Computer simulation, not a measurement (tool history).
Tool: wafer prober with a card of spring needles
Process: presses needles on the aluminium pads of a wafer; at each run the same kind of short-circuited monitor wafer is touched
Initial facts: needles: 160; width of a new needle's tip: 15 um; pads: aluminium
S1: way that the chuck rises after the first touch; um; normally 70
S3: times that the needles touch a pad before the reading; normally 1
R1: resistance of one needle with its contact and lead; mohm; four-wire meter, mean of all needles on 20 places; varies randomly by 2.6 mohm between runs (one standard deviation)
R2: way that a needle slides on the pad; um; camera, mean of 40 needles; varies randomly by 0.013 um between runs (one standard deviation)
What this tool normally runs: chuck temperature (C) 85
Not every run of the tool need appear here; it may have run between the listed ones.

{"run": 1, "hour": 0.0, "S1": 70, "chuck temperature (C)": 85, "S3": 1, "R1": 456, "R2": 16.25}
{"hour": 5.3, "done": "tips cleaned on abrasive film"}
{"hour": 29.9, "done": "tips cleaned on abrasive film"}
{"hour": 56.8, "done": "tips cleaned on abrasive film"}
{"run": 2, "hour": 62.0, "S1": 70, "chuck temperature (C)": 85, "S3": 1, "R1": 380, "R2": 16.19}
{"hour": 84.0, "done": "tips cleaned on abrasive film"}
{"hour": 110.7, "done": "tips cleaned on abrasive film"}
{"run": 3, "hour": 117.8, "S1": 70, "chuck temperature (C)": 29, "S3": 1, "R1": 384, "R2": 16.16}
{"hour": 138.1, "done": "tips cleaned on abrasive film"}
{"hour": 165.6, "done": "tips cleaned on abrasive film"}
{"hour": 192.3, "done": "tips cleaned on abrasive film"}
{"run": 4, "hour": 192.6, "S1": 70, "chuck temperature (C)": 85, "S3": 1, "R1": 322, "R2": 16.11}
{"hour": 216.9, "done": "tips cleaned on abrasive film"}
{"run": 5, "hour": 229.4, "S1": 70, "chuck temperature (C)": 85, "S3": 1, "R1": 429, "R2": 16.09}
{"hour": 240.7, "done": "tips cleaned on abrasive film"}
{"hour": 265.5, "done": "tips cleaned on abrasive film"}
{"hour": 290.8, "done": "tips cleaned on abrasive film"}
{"hour": 314.9, "done": "tips cleaned on abrasive film"}
{"run": 6, "hour": 317.8, "S1": 87, "chuck temperature (C)": 85, "S3": 1, "R1": 337, "R2": 19.95}
{"hour": 329.4, "done": "height of the first contact set anew"}
{"hour": 339.5, "done": "tips cleaned on abrasive film"}
{"hour": 365.0, "done": "tips cleaned on abrasive film"}
{"run": 7, "hour": 378.1, "S1": 70, "chuck temperature (C)": 42, "S3": 1, "R1": 439, "R2": 16.25}
{"hour": 389.5, "done": "tips cleaned on abrasive film"}
{"hour": 415.9, "done": "tips cleaned on abrasive film"}
{"run": 8, "hour": 431.4, "S1": 61, "chuck temperature (C)": 26, "S3": 1, "R1": 492, "R2": 14.13}
{"hour": 442.8, "done": "tips cleaned on abrasive film"}
{"hour": 470.6, "done": "tips cleaned on abrasive film"}
{"hour": 497.0, "done": "tips cleaned on abrasive film"}
{"run": 9, "hour": 498.9, "S1": 61, "chuck temperature (C)": 39, "S3": 1, "R1": 346, "R2": 14.07}
{"hour": 524.9, "done": "tips cleaned on abrasive film"}
{"hour": 550.2, "done": "tips cleaned on abrasive film"}
{"hour": 574.6, "done": "tips cleaned on abrasive film"}
{"run": 10, "hour": 583.3, "S1": 62, "chuck temperature (C)": 39, "S3": 2, "R1": 384, "R2": 14.24}
{"hour": 598.3, "done": "tips cleaned on abrasive film"}
{"hour": 622.8, "done": "tips cleaned on abrasive film"}
{"hour": 650.6, "done": "tips cleaned on abrasive film"}
{"run": 11, "hour": 664.9, "S1": 62, "chuck temperature (C)": 39, "S3": 2, "R1": 409, "R2": 14.17}

Each row is a separate what-if for the run after 11, all from the same tool condition, not one after another. Results?
{"hour": 676.2, "done": "tips cleaned on abrasive film"}
{"hour": 692.6, "done": "height of the first contact set anew"}
{"hour": 701.3, "done": "tips cleaned on abrasive film"}
{"run": "A", "hour": 721.1, "S1": 70, "chuck temperature (C)": 86, "S3": 1, "R1": "?", "R2": "?"}
{"hour": 676.2, "done": "tips cleaned on abrasive film"}
{"hour": 692.6, "done": "height of the first contact set anew"}
{"hour": 701.3, "done": "tips cleaned on abrasive film"}
{"run": "B", "hour": 721.1, "S1": 62, "chuck temperature (C)": 27, "S3": 2, "R1": "?", "R2": "?"}
{"hour": 676.2, "done": "tips cleaned on abrasive film"}
{"hour": 692.6, "done": "height of the first contact set anew"}
{"hour": 701.3, "done": "tips cleaned on abrasive film"}
{"run": "C", "hour": 721.1, "S1": 80, "chuck temperature (C)": 49, "S3": 1, "R1": "?", "R2": "?"}
{"hour": 676.2, "done": "tips cleaned on abrasive film"}
{"hour": 692.6, "done": "height of the first contact set anew"}
{"hour": 701.3, "done": "tips cleaned on abrasive film"}
{"run": "D", "hour": 721.1, "S1": 62, "chuck temperature (C)": 32, "S3": 2, "R1": "?", "R2": "?"}

run=A R1=464 R2=16.28
run=B R1=422 R2=14.42
run=C R1=426 R2=18.61
run=D R1=418 R2=14.39
Without the tool's unlogged condition, the same runs would have read:
run=A R1=301 R2=16.31
run=B R1=289 R2=14.44
run=C R1=288 R2=18.64
run=D R1=286 R2=14.41
